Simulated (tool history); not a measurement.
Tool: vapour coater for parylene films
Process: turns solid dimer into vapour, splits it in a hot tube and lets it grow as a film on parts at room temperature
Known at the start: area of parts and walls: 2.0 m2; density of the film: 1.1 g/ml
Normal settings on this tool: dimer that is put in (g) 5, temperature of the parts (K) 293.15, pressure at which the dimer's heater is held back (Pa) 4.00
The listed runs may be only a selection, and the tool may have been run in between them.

| run | hour | dimer that is put in (g) | temperature of the parts (K) | pressure at which the dimer's heater is held back (Pa) | thickness of the film (um) |
|---|---|---|---|---|---|
| 1 | 0.0 | 5 | 293.15 | 4.00 | 1.13 |
| 2 | 11.1 | 5 | 293.15 | 8.55 | 1.03 |
| 3 | 25.2 | 5 | 293.15 | 3.02 | 1.14 |
| 4 | 38.1 | 5 | 293.15 | 3.02 | 1.14 |
| 5 | 45.5 | 5 | 293.15 | 4.00 | 1.12 |
| 6 | 54.3 | 5 | 293.15 | 4.00 | 1.11 |
| 7 | 64.5 | 5 | 293.15 | 7.93 | 1.05 |
|  | 69.9 | trap's valve overhauled |
| 8 | 80.8 | 5 | 293.15 | 7.93 | 1.04 |
| 9 | 88.0 | 3 | 304.15 | 2.51 | 0.43 |
| 10 | 102.0 | 6 | 289.15 | 9.46 | 1.42 |
| 11 | 110.3 | 4 | 289.15 | 9.46 | 0.93 |
| 12 | 117.9 | 4 | 289.15 | 5.10 | 0.96 |
| 13 | 133.3 | 4 | 289.15 | 5.10 | 0.99 |
| 14 | 147.9 | 4 | 291.15 | 5.10 | 0.90 |
|  | 167.5 | trap's valve overhauled, once more |
| 15 | 167.7 | 5 | 304.15 | 2.25 | 0.79 |

Each row is a separate what-if for the run after 15, all from the same tool condition, not one after another. Results?
| A | 180.9 | 5 | 293.15 | 5.55 | ? |
| B | 180.9 | 5 | 289.15 | 2.25 | ? |
| C | 180.9 | 5 | 304.15 | 5.26 | ? |
| D | 180.9 | 4 | 290.15 | 4.00 | ? |

| run | thickness of the film (um) |
|---|---|
| A | 1.10 |
| B | 1.36 |
| C | 0.72 |
| D | 1.01 |
With the hidden condition removed and each run's random variation left untouched, the same runs would have given:
| run | thickness of the film (um) |
|---|---|
| A | 1.11 |
| B | 1.37 |
| C | 0.73 |
| D | 1.02 |
